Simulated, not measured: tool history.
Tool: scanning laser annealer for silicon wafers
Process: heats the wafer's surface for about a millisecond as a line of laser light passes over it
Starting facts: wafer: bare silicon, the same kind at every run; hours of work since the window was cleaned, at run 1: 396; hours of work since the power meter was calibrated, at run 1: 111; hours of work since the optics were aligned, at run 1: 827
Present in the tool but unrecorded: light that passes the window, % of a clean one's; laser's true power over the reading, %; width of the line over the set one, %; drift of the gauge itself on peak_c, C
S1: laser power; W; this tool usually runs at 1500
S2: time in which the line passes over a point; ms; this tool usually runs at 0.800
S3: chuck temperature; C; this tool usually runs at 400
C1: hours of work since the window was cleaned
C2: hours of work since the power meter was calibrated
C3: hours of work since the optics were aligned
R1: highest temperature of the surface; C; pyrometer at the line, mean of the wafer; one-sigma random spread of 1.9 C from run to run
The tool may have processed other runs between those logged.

run 1 hour=0.0 | S1=1500 S2=0.800 S3=400 | C1=396 C2=111 C3=827 | R1=1078
run 2 hour=30.2 | S1=1500 S2=0.800 S3=400 | C1=411 C2=126 C3=842 | R1=1080
run 3 hour=52.0 | S1=1500 S2=0.800 S3=400 | C1=422 C2=137 C3=852 | R1=1076
run 4 hour=79.5 | S1=1500 S2=0.607 S3=400 | C1=435 C2=150 C3=866 | R1=978
run 5 hour=110.5 | S1=1500 S2=0.607 S3=400 | C1=450 C2=165 C3=881 | R1=974
run 6 hour=144.2 | S1=1500 S2=0.607 S3=400 | C1=467 C2=182 C3=898 | R1=973
run 7 hour=164.3 | S1=1500 S2=0.607 S3=400 | C1=477 C2=192 C3=908 | R1=969
-- hour=168.1 window over the wafer cleaned
run 8 hour=189.7 | S1=1500 S2=0.958 S3=400 | C1=11 C2=203 C3=919 | R1=1186
run 9 hour=211.2 | S1=1500 S2=0.958 S3=400 | C1=21 C2=214 C3=930 | R1=1185
run 10 hour=230.6 | S1=1500 S2=0.958 S3=400 | C1=31 C2=224 C3=939 | R1=1188
run 11 hour=257.2 | S1=1500 S2=0.958 S3=400 | C1=44 C2=237 C3=952 | R1=1189
run 12 hour=291.9 | S1=1500 S2=0.800 S3=371 | C1=61 C2=254 C3=969 | R1=1079
run 13 hour=323.4 | S1=1500 S2=0.800 S3=371 | C1=76 C2=269 C3=985 | R1=1076
run 14 hour=358.5 | S1=1512 S2=0.800 S3=400 | C1=94 C2=287 C3=1002 | R1=1110
run 15 hour=378.7 | S1=1638 S2=0.800 S3=400 | C1=104 C2=296 C3=1012 | R1=1173
run 16 hour=400.7 | S1=1638 S2=0.800 S3=400 | C1=114 C2=307 C3=1023 | R1=1175
run 17 hour=423.4 | S1=1638 S2=0.800 S3=391 | C1=126 C2=318 C3=1034 | R1=1165
run 18 hour=441.7 | S1=1500 S2=0.800 S3=390 | C1=135 C2=327 C3=1043 | R1=1090
run 19 hour=457.6 | S1=1500 S2=0.800 S3=390 | C1=142 C2=335 C3=1051 | R1=1089
run 20 hour=474.6 | S1=1500 S2=0.676 S3=390 | C1=151 C2=344 C3=1059 | R1=1023
run 21 hour=510.4 | S1=1634 S2=0.800 S3=404 | C1=168 C2=361 C3=1077 | R1=1172
run 22 hour=543.0 | S1=1372 S2=0.884 S3=401 | C1=185 C2=377 C3=1093 | R1=1071
run 23 hour=563.6 | S1=1372 S2=0.883 S3=419 | C1=195 C2=387 C3=1103 | R1=1089
-- hour=569.4 laser's power meter calibrated
run 24 hour=601.8 | S1=1434 S2=0.678 S3=438 | C1=212 C2=16 C3=1120 | R1=1038
run 25 hour=624.2 | S1=1297 S2=0.574 S3=395 | C1=223 C2=27 C3=1132 | R1=886
run 26 hour=658.8 | S1=1638 S2=0.653 S3=400 | C1=240 C2=44 C3=1149 | R1=1081
run 27 hour=678.7 | S1=1577 S2=0.800 S3=368 | C1=250 C2=54 C3=1158 | R1=1104
run 28 hour=700.2 | S1=1618 S2=0.800 S3=421 | C1=260 C2=64 C3=1169 | R1=1174
-- hour=726.0 laser's power meter calibrated, once more
run 29 hour=735.7 | S1=1500 S2=0.800 S3=383 | C1=276 C2=5 C3=1185 | R1=1067
run 30 hour=751.6 | S1=1556 S2=0.800 S3=400 | C1=284 C2=13 C3=1193 | R1=1111
run 31 hour=774.5 | S1=1619 S2=0.707 S3=394 | C1=295 C2=24 C3=1204 | R1=1087
run 32 hour=801.9 | S1=1612 S2=0.665 S3=394 | C1=309 C2=37 C3=1218 | R1=1056
run 33 hour=832.8 | S1=1462 S2=0.746 S3=372 | C1=324 C2=53 C3=1233 | R1=1006
run 34 hour=851.2 | S1=1462 S2=0.746 S3=372 | C1=333 C2=62 C3=1242 | R1=1006
run 35 hour=884.2 | S1=1552 S2=0.800 S3=400 | C1=350 C2=78 C3=1258 | R1=1102
run 36 hour=914.5 | S1=1500 S2=0.814 S3=400 | C1=364 C2=93 C3=1273 | R1=1086
run 37 hour=940.2 | S1=1500 S2=0.784 S3=398 | C1=377 C2=105 C3=1286 | R1=1063
run 38 hour=958.8 | S1=1522 S2=0.587 S3=418 | C1=386 C2=115 C3=1295 | R1=993
run 39 hour=973.5 | S1=1522 S2=0.587 S3=418 | C1=393 C2=122 C3=1302 | R1=988
run 40 hour=996.4 | S1=1522 S2=0.587 S3=418 | C1=405 C2=133 C3=1313 | R1=993

For each entry between runs, how does the tool's hidden state at the last listed run before it compare with that at the first listed run after it?
Run 7 -> run 8: window over the wafer cleaned (hour 168.1)
  light that passes the window, % of a clean one's: 94.89 -> 99.87; laser's true power over the reading, %: 0.3 -> 0.31; width of the line over the set one, %: 1.34 -> 1.36
  measured value less the no-hidden-state value, R1: -37 -> -4 C
Run 23 -> run 24: laser's power meter calibrated (hour 569.4)
  light that passes the window, % of a clean one's: 97.98 -> 97.8; laser's true power over the reading, %: 0.48 -> 0.78; width of the line over the set one, %: 1.62 -> 1.64
  measured value less the no-hidden-state value, R1: -17 -> -15 C
Run 28 -> run 29: laser's power meter calibrated, once more (hour 726.0)
  light that passes the window, % of a clean one's: 97.32 -> 97.15; laser's true power over the reading, %: 0.82 -> -0.25; width of the line over the set one, %: 1.71 -> 1.73
  measured value less the no-hidden-state value, R1: -23 -> -30 C

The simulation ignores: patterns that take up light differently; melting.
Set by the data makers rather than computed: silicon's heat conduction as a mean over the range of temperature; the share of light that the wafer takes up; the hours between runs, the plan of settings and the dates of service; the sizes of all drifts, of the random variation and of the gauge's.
